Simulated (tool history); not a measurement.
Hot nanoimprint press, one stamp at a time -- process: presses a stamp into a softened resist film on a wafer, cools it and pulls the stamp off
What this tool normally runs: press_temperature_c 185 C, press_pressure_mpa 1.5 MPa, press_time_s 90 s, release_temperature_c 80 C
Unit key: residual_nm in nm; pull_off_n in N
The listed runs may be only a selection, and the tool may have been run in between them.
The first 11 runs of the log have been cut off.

run,hour,press_temperature_c,press_pressure_mpa,press_time_s,release_temperature_c,hours of work since the thermocouple was calibrated,imprints on the stamp's release coat,hours of work since the press's seals were changed,residual_nm,pull_off_n
12,281.8,185,1.5,90,80,126,1206,523,207.6,141
13,305.5,185,1.5,90,80,143,1293,540,210.3,146
14,332.5,185,1.5,90,80,163,1392,559,206.6,148
15,352.8,185,1.08,90,80,177,1467,574,235.1,148
16,381.5,185,1.08,90,80,198,1573,595,235.3,153
# hour 397.6: stamp cleaned and given a new release coat
17,412,185,1.08,90,80,216,53,613,237,145
18,439.2,193,1.08,90,80,236,153,633,176.4,144
19,471.8,193,1.08,90,80,260,273,656,174.6,145
20,487.1,193,1.08,90,80,271,329,667,176.2,145
21,506.4,174,1.57,46,80,285,400,681,336.8,154
22,530.4,174,1.57,46,80,302,489,699,341.7,147
23,556,174,1.57,46,80,321,583,717,342.7,149
24,582,174,2.03,46,83,340,679,736,323.5,129
25,602.8,178,1.28,155,69,355,755,752,243,204
26,622.8,178,1.28,155,69,369,829,766,243.7,194
27,643.5,192,1.28,69,69,384,905,781,190.9,192
28,670.9,192,1.28,69,69,404,1006,801,190.1,191
29,700.4,192,1.28,69,69,426,1114,822,191,198
30,732.9,192,1.28,69,69,449,1234,846,189.7,205

Predict each of these 4 candidate next runs independently; none follows another, all start after run 30:
# hour 760.4: plate thermocouple calibrated
A,766.9,193,1.28,138,69,5,1348,869,?,?
# hour 760.4: plate thermocouple calibrated
B,766.9,192,1.21,69,69,5,1348,869,?,?
# hour 760.4: plate thermocouple calibrated
C,766.9,188,1.5,113,66,5,1348,869,?,?
# hour 760.4: plate thermocouple calibrated
D,766.9,185,1.5,47,80,5,1348,869,?,?

run,residual_nm,pull_off_n
A,138.4,197
B,197.1,196
C,171.8,205
D,260.4,143
Take away the tool's hidden state, keep each run's random variation, and the runs would have read:
run,residual_nm,pull_off_n
A,134.9,196
B,192.1,195
C,167.5,204
D,253.9,142
